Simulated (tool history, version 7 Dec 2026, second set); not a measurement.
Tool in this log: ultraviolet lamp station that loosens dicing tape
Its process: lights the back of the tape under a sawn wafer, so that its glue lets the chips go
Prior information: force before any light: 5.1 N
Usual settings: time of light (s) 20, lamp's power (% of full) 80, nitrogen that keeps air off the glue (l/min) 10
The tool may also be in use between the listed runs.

| run | day | time of light (s) | lamp's power (% of full) | nitrogen that keeps air off the glue (l/min) | force that peels the tape off (N) | light that reached the tape (J/m2) |
|---|---|---|---|---|---|---|
| 1 | 0.000 | 20 | 80 | 10 | 0.402 | 4080 |
| 2 | 0.492 | 20 | 80 | 10 | 0.410 | 4090 |
| 3 | 1.008 | 20 | 80 | 10 | 0.437 | 4100 |
| 4 | 1.521 | 20 | 87 | 10 | 0.342 | 4420 |
| 5 | 1.854 | 20 | 87 | 10 | 0.350 | 4410 |
| 6 | 2.271 | 27 | 80 | 10 | 0.205 | 5390 |
| 7 | 3.038 | 20 | 80 | 7 | 0.559 | 3970 |
| 8 | 3.783 | 11 | 80 | 7 | 1.493 | 2210 |
| 9 | 4.354 | 11 | 80 | 7 | 1.433 | 2200 |
| 10 | 5.054 | 20 | 80 | 10 | 0.434 | 4000 |
| 11 | 5.533 | 20 | 80 | 10 | 0.436 | 4000 |
| 12 | 5.871 | 20 | 80 | 10 | 0.440 | 3950 |
| 13 | 6.346 | 20 | 80 | 10 | 0.440 | 3930 |
| 14 | 6.821 | 37 | 80 | 4 | 0.246 | 7320 |
| 15 | 7.162 | 37 | 80 | 6 | 0.166 | 7330 |
| 16 | 7.608 | 20 | 80 | 4 | 0.859 | 3960 |
| 17 | 8.192 | 12 | 80 | 4 | 1.724 | 2320 |
| 18 | 8.900 | 12 | 80 | 4 | 1.780 | 2340 |
| 19 | 9.538 | 14 | 71 | 4 | 1.721 | 2410 |
| 20 | 10.200 | 26 | 99 | 10 | 0.159 | 6250 |
| 21 | 10.967 | 21 | 81 | 9 | 0.450 | 4060 |
| 22 | 11.625 | 39 | 87 | 9 | 0.093 | 8150 |
| 23 | 12.217 | 24 | 66 | 20 | 0.288 | 3770 |

5 options for the next run, each taken on its own from the tool as it stands now. Forecast them:
| A | 12.754 | 23 | 83 | 17 | ? | ? |
| B | 12.754 | 10 | 65 | 5 | ? | ? |
| C | 12.754 | 10 | 67 | 10 | ? | ? |
| D | 12.754 | 24 | 67 | 20 | ? | ? |
| E | 12.754 | 28 | 80 | 11 | ? | ? |

| run | force that peels the tape off (N) | light that reached the tape (J/m2) |
|---|---|---|
| A | 0.220 | 4520 |
| B | 2.341 | 1550 |
| C | 1.836 | 1600 |
| D | 0.301 | 3870 |
| E | 0.216 | 5320 |
Without the tool's hidden state the same runs would have given:
| run | force that peels the tape off (N) | light that reached the tape (J/m2) |
|---|---|---|
| A | 0.136 | 5640 |
| B | 1.938 | 1930 |
| C | 1.433 | 2000 |
| D | 0.180 | 4810 |
| E | 0.139 | 6630 |
